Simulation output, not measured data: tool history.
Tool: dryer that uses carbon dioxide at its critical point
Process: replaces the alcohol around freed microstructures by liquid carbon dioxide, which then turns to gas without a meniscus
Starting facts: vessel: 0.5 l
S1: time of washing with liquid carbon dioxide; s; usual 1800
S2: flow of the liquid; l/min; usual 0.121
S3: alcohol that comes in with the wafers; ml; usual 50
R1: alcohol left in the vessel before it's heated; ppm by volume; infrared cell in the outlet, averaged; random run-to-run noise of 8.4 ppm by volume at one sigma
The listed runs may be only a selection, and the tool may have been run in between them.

| run | hour | S1 | S2 | S3 | R1 |
|---|---|---|---|---|---|
| 1 | 0.0 | 1800 | 0.121 | 50 | 550 |
| 2 | 9.7 | 1800 | 0.121 | 50 | 561 |
| 3 | 18.2 | 1800 | 0.121 | 50 | 555 |
| 4 | 24.0 | 1800 | 0.121 | 50 | 575 |
| 5 | 32.4 | 1800 | 0.121 | 50 | 552 |
| 6 | 39.0 | 1800 | 0.121 | 50 | 577 |
| 7 | 48.4 | 1800 | 0.149 | 50 | 186 |
| 8 | 56.5 | 1800 | 0.149 | 50 | 199 |
| 9 | 65.4 | 1800 | 0.149 | 50 | 201 |
| 10 | 74.6 | 1800 | 0.195 | 50 | 39 |
| 11 | 86.9 | 1800 | 0.121 | 69 | 797 |
| 12 | 97.4 | 1800 | 0.121 | 69 | 807 |
| 13 | 107.0 | 2700 | 0.121 | 50 | 66 |
| 14 | 116.6 | 2700 | 0.121 | 50 | 63 |
| 15 | 129.3 | 1800 | 0.121 | 50 | 605 |
| 16 | 142.4 | 1800 | 0.121 | 50 | 576 |
| 17 | 153.4 | 1800 | 0.121 | 50 | 615 |
| 18 | 161.4 | 2400 | 0.182 | 26 | 15 |
| 19 | 168.3 | 1860 | 0.084 | 50 | 2313 |
| 20 | 175.2 | 1860 | 0.084 | 50 | 1964 |
| 21 | 181.2 | 1800 | 0.200 | 25 | 30 |
| 22 | 194.7 | 1740 | 0.101 | 50 | 1261 |
| 23 | 202.5 | 1800 | 0.102 | 80 | 1638 |
| 24 | 209.0 | 2520 | 0.074 | 45 | 798 |
| 25 | 215.5 | 2520 | 0.074 | 45 | 789 |
| 26 | 227.1 | 1860 | 0.178 | 50 | 55 |
| 27 | 236.0 | 1860 | 0.178 | 50 | 53 |
| 28 | 247.5 | 2520 | 0.101 | 26 | 113 |
| 29 | 259.8 | 1800 | 0.121 | 27 | 277 |

Removed from this log: 1 entry logged between the listed runs. Between which two listed runs does each belong, and how does the tool's hidden state at the listed run before it compare with that at the listed run after it?
Logged between run 19 and run 20: inlet filter changed (hour 174.9)
  flow that reaches the vessel past the clogged filter, %: 94.8 -> 99.8; alcohol in the recycled carbon dioxide, ppm: 20.7 -> 20.9
  difference, measured minus the result without the unlogged condition, R1: +439 -> +33 ppm by volume
